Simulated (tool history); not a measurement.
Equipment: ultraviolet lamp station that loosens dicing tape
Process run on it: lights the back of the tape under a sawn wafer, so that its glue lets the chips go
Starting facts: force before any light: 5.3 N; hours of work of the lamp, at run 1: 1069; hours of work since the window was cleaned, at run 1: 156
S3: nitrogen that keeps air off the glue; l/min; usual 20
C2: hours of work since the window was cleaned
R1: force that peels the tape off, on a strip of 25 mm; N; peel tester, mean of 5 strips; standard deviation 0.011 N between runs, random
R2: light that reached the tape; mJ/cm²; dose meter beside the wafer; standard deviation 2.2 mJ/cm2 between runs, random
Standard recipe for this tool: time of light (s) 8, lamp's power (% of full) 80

{"run": 1, "hour": 0.0, "time of light (s)": 8, "lamp's power (% of full)": 80, "S3": 20, "hours of work of the lamp": 1069, "C2": 156, "R1": 0.985, "R2": 124}
{"run": 2, "hour": 30.7, "time of light (s)": 8, "lamp's power (% of full)": 80, "S3": 20, "hours of work of the lamp": 1086, "C2": 173, "R1": 1.055, "R2": 124}
{"run": 3, "hour": 54.1, "time of light (s)": 8, "lamp's power (% of full)": 80, "S3": 20, "hours of work of the lamp": 1099, "C2": 185, "R1": 1.035, "R2": 123}
{"run": 4, "hour": 96.0, "time of light (s)": 8, "lamp's power (% of full)": 80, "S3": 20, "hours of work of the lamp": 1122, "C2": 209, "R1": 1.075, "R2": 118}
{"run": 5, "hour": 123.8, "time of light (s)": 8, "lamp's power (% of full)": 80, "S3": 20, "hours of work of the lamp": 1138, "C2": 224, "R1": 1.043, "R2": 118}
{"run": 6, "hour": 167.7, "time of light (s)": 8, "lamp's power (% of full)": 80, "S3": 20, "hours of work of the lamp": 1162, "C2": 248, "R1": 1.148, "R2": 115}
{"run": 7, "hour": 212.4, "time of light (s)": 8, "lamp's power (% of full)": 78, "S3": 20, "hours of work of the lamp": 1186, "C2": 273, "R1": 1.203, "R2": 111}
{"hour": 215.7, "done": "window cleaned of glue's vapour"}
{"run": 8, "hour": 249.5, "time of light (s)": 8, "lamp's power (% of full)": 78, "S3": 20, "hours of work of the lamp": 1206, "C2": 19, "R1": 1.343, "R2": 99}
{"run": 9, "hour": 285.1, "time of light (s)": 8, "lamp's power (% of full)": 84, "S3": 20, "hours of work of the lamp": 1226, "C2": 38, "R1": 1.273, "R2": 104}
{"run": 10, "hour": 324.4, "time of light (s)": 8, "lamp's power (% of full)": 84, "S3": 20, "hours of work of the lamp": 1248, "C2": 60, "R1": 1.26, "R2": 103}
{"run": 11, "hour": 362.2, "time of light (s)": 8, "lamp's power (% of full)": 84, "S3": 20, "hours of work of the lamp": 1269, "C2": 81, "R1": 1.301, "R2": 104}
{"hour": 393.8, "done": "window cleaned of glue's vapour, once more"}
{"run": 12, "hour": 400.2, "time of light (s)": 8, "lamp's power (% of full)": 84, "S3": 20, "hours of work of the lamp": 1289, "C2": 4, "R1": 1, "R2": 125}
{"run": 13, "hour": 441.1, "time of light (s)": 8, "lamp's power (% of full)": 84, "S3": 20, "hours of work of the lamp": 1312, "C2": 26, "R1": 1.01, "R2": 124}
{"run": 14, "hour": 469.2, "time of light (s)": 8, "lamp's power (% of full)": 67, "S3": 20, "hours of work of the lamp": 1327, "C2": 42, "R1": 1.419, "R2": 95}
{"run": 15, "hour": 512.2, "time of light (s)": 8, "lamp's power (% of full)": 83, "S3": 26, "hours of work of the lamp": 1351, "C2": 65, "R1": 1.022, "R2": 114}
{"run": 16, "hour": 546.7, "time of light (s)": 8, "lamp's power (% of full)": 83, "S3": 26, "hours of work of the lamp": 1370, "C2": 84, "R1": 1.047, "R2": 110}
{"run": 17, "hour": 603.7, "time of light (s)": 8, "lamp's power (% of full)": 83, "S3": 26, "hours of work of the lamp": 1401, "C2": 116, "R1": 1.112, "R2": 111}
{"run": 18, "hour": 632.6, "time of light (s)": 12, "lamp's power (% of full)": 82, "S3": 15, "hours of work of the lamp": 1417, "C2": 131, "R1": 0.723, "R2": 162}
{"hour": 657.0, "done": "lamp changed"}
{"run": 19, "hour": 673.5, "time of light (s)": 5, "lamp's power (% of full)": 87, "S3": 32, "hours of work of the lamp": 9, "C2": 153, "R1": 0.878, "R2": 124}
{"run": 20, "hour": 703.0, "time of light (s)": 5, "lamp's power (% of full)": 87, "S3": 32, "hours of work of the lamp": 25, "C2": 170, "R1": 0.864, "R2": 126}
{"run": 21, "hour": 759.8, "time of light (s)": 5, "lamp's power (% of full)": 87, "S3": 32, "hours of work of the lamp": 57, "C2": 201, "R1": 0.883, "R2": 123}
{"run": 22, "hour": 785.8, "time of light (s)": 11, "lamp's power (% of full)": 81, "S3": 14, "hours of work of the lamp": 71, "C2": 215, "R1": 0.382, "R2": 247}
{"run": 23, "hour": 834.2, "time of light (s)": 11, "lamp's power (% of full)": 81, "S3": 14, "hours of work of the lamp": 98, "C2": 242, "R1": 0.404, "R2": 242}
{"run": 24, "hour": 887.3, "time of light (s)": 16, "lamp's power (% of full)": 67, "S3": 35, "hours of work of the lamp": 127, "C2": 271, "R1": 0.276, "R2": 288}
{"hour": 892.1, "done": "window cleaned of glue's vapour"}
{"run": 25, "hour": 938.5, "time of light (s)": 16, "lamp's power (% of full)": 67, "S3": 35, "hours of work of the lamp": 155, "C2": 26, "R1": 0.268, "R2": 311}
{"run": 26, "hour": 992.6, "time of light (s)": 16, "lamp's power (% of full)": 67, "S3": 35, "hours of work of the lamp": 185, "C2": 55, "R1": 0.27, "R2": 311}
{"run": 27, "hour": 1033.8, "time of light (s)": 16, "lamp's power (% of full)": 67, "S3": 35, "hours of work of the lamp": 207, "C2": 78, "R1": 0.27, "R2": 304}

3 options for the next run, each taken on its own from the tool as it stands now. Forecast them:
{"run": "A", "hour": 1060.5, "time of light (s)": 8, "lamp's power (% of full)": 78, "S3": 20, "hours of work of the lamp": 222, "C2": 93, "R1": "?", "R2": "?"}
{"run": "B", "hour": 1060.5, "time of light (s)": 5, "lamp's power (% of full)": 80, "S3": 20, "hours of work of the lamp": 222, "C2": 93, "R1": "?", "R2": "?"}
{"run": "C", "hour": 1060.5, "time of light (s)": 8, "lamp's power (% of full)": 89, "S3": 20, "hours of work of the lamp": 222, "C2": 93, "R1": "?", "R2": "?"}

run=A R1=0.577 R2=175
run=B R1=1.161 R2=111
run=C R1=0.486 R2=201
Had the tool no hidden state, the same runs would have come out as:
run=A R1=0.481 R2=196
run=B R1=0.991 R2=125
run=C R1=0.41 R2=225

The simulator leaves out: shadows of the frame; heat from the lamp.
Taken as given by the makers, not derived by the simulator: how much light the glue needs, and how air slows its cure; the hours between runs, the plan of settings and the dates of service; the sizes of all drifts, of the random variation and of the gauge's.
